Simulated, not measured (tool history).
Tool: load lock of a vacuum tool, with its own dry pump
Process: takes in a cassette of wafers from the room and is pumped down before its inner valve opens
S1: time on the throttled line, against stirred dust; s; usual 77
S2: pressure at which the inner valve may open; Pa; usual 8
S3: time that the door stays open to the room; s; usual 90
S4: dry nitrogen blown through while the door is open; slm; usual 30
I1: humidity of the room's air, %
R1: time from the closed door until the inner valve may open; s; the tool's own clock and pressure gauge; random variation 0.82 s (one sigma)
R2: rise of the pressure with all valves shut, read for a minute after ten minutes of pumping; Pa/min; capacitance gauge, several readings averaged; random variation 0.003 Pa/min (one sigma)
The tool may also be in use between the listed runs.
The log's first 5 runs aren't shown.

run 6 day=32.525 | S1=77 S2=8 S3=90 S4=30 | I1=44.5 | R1=142.2 R2=0.192
run 7 day=38.608 | S1=77 S2=8 S3=90 S4=30 | I1=44.3 | R1=141.1 R2=0.191
run 8 day=47.2 | S1=77 S2=8 S3=90 S4=30 | I1=44.4 | R1=141.2 R2=0.202
run 9 day=52.767 | S1=77 S2=8 S3=90 S4=30 | I1=43 | R1=144 R2=0.202
run 10 day=60.867 | S1=77 S2=8 S3=90 S4=30 | I1=43.2 | R1=143.4 R2=0.21
run 11 day=65.746 | S1=77 S2=9 S3=90 S4=30 | I1=43.2 | R1=141.2 R2=0.21
run 12 day=74.208 | S1=77 S2=9 S3=90 S4=30 | I1=44.2 | R1=139.9 R2=0.218
run 13 day=82.792 | S1=77 S2=8 S3=90 S4=30 | I1=44.8 | R1=144.3 R2=0.227
run 14 day=86.862 | S1=77 S2=8 S3=90 S4=30 | I1=48.7 | R1=143.8 R2=0.238
run 15 day=91.129 | S1=77 S2=8 S3=90 S4=30 | I1=45.1 | R1=143.7 R2=0.235
run 16 day=98.808 | S1=77 S2=8 S3=33 S4=30 | I1=45.9 | R1=143.3 R2=0.234
run 17 day=106.633 | S1=77 S2=8 S3=33 S4=30 | I1=49 | R1=144.4 R2=0.242
run 18 day=114.538 | S1=77 S2=8 S3=32 S4=30 | I1=47.1 | R1=144.7 R2=0.24
run 19 day=120.275 | S1=77 S2=8 S3=77 S4=30 | I1=43.1 | R1=144.9 R2=0.255
run 20 day=126.758 | S1=77 S2=8 S3=44 S4=10 | I1=44.5 | R1=146.1 R2=0.269
run 21 day=132.562 | S1=77 S2=8 S3=44 S4=10 | I1=44.7 | R1=145.2 R2=0.273
run 22 day=136.208 | S1=109 S2=14 S3=228 S4=13 | I1=44.2 | R1=166.8 R2=0.301
run 23 day=141.375 | S1=109 S2=14 S3=228 S4=10 | I1=48.4 | R1=164.3 R2=0.315
run 24 day=149.833 | S1=38 S2=8 S3=121 S4=18 | I1=41.8 | R1=115.7 R2=0.292

Run 25 comes next. What will it give?
run 25 day=155.358 | S1=38 S2=8 S3=121 S4=18 | I1=45.2 | R1=? R2=?

Run 25 gave R1 117.2 s, R2 0.3 Pa/min.
Without the tool's hidden state the same run would have given R1 95.4 s, R2 0.038 Pa/min.

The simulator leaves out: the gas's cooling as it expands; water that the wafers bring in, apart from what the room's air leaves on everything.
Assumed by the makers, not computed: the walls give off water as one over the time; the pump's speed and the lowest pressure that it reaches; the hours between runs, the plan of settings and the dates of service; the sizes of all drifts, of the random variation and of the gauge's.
